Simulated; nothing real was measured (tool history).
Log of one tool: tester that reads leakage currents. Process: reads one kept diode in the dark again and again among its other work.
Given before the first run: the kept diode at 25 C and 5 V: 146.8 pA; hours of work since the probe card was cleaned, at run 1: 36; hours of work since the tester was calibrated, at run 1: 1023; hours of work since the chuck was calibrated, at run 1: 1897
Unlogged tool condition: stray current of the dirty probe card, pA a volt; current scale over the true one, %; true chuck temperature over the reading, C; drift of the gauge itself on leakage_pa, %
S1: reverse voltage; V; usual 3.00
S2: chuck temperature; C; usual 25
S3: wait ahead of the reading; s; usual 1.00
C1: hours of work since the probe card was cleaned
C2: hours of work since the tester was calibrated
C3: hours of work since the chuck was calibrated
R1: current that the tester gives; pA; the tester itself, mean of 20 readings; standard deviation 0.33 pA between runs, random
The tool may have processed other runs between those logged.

run	hour	S1	S2	S3	C1	C2	C3	R1
1	0.0	3.00	25	1.00	36	1023	1897	127.45
2	39.3	3.00	25	1.00	61	1048	1922	127.79
3	80.4	3.00	25	1.00	87	1074	1948	128.03
4	121.5	3.00	25	1.00	113	1100	1974	128.11
5	145.6	13.84	25	1.00	128	1115	1989	317.12
6	172.6	13.84	25	1.00	145	1132	2006	317.50
7	196.0	13.84	25	1.00	160	1147	2021	316.01
8	235.3	3.00	25	4.93	185	1172	2046	128.26
9	269.0	3.00	25	1.00	206	1194	2068	128.71
# hour 306.1: chuck's temperature calibrated
10	311.7	3.00	25	1.00	232	1219	4	109.26
11	349.0	3.00	25	1.00	256	1243	27	109.62
12	391.5	3.00	25	1.00	283	1270	54	109.80
13	424.4	3.00	25	2.28	304	1291	75	109.73
14	466.0	3.00	25	3.25	330	1317	101	110.06
15	508.2	3.00	25	3.25	357	1344	128	110.65
16	543.8	3.00	25	3.25	380	1367	151	109.98
17	565.1	3.00	25	3.25	393	1380	164	110.44
18	598.0	1.44	47	2.99	414	1401	185	402.63
19	617.5	1.58	47	4.66	426	1413	198	428.04
20	650.1	3.00	25	1.59	447	1434	218	111.48
21	690.4	3.00	25	1.59	473	1460	244	111.98
22	708.0	1.58	30	0.42	484	1471	255	116.99
# hour 712.6: tester calibrated
23	728.2	1.58	30	0.42	495	10	267	117.04
24	749.0	1.58	30	0.42	509	23	280	117.16
25	791.2	1.58	30	0.42	535	50	307	117.98
# hour 809.4: tester calibrated, once more
26	833.6	1.58	30	0.42	561	15	332	117.89
27	870.7	11.10	57	1.00	584	39	356	2737.01
28	901.4	11.10	57	1.00	604	58	375	2730.89
29	923.7	11.10	57	1.60	618	73	389	2728.55
30	952.3	18.32	43	0.47	636	91	408	1359.15
31	992.0	6.55	27	1.18	661	116	433	212.41
32	1027.4	6.55	27	1.18	684	138	455	213.34
33	1056.6	3.00	23	2.76	702	157	474	96.50

Each row is a separate what-if for the run after 33, all from the same tool condition, not one after another. Results?
A	1076.5	3.00	42	1.00	715	170	486	?
B	1076.5	5.08	22	3.27	715	170	486	?
C	1076.5	3.00	25	0.68	715	170	486	?

run	R1
A	438.08
B	121.38
C	115.04
Without the tool's unlogged condition, the same runs would have read:
run	R1
A	425.76
B	115.73
C	110.56
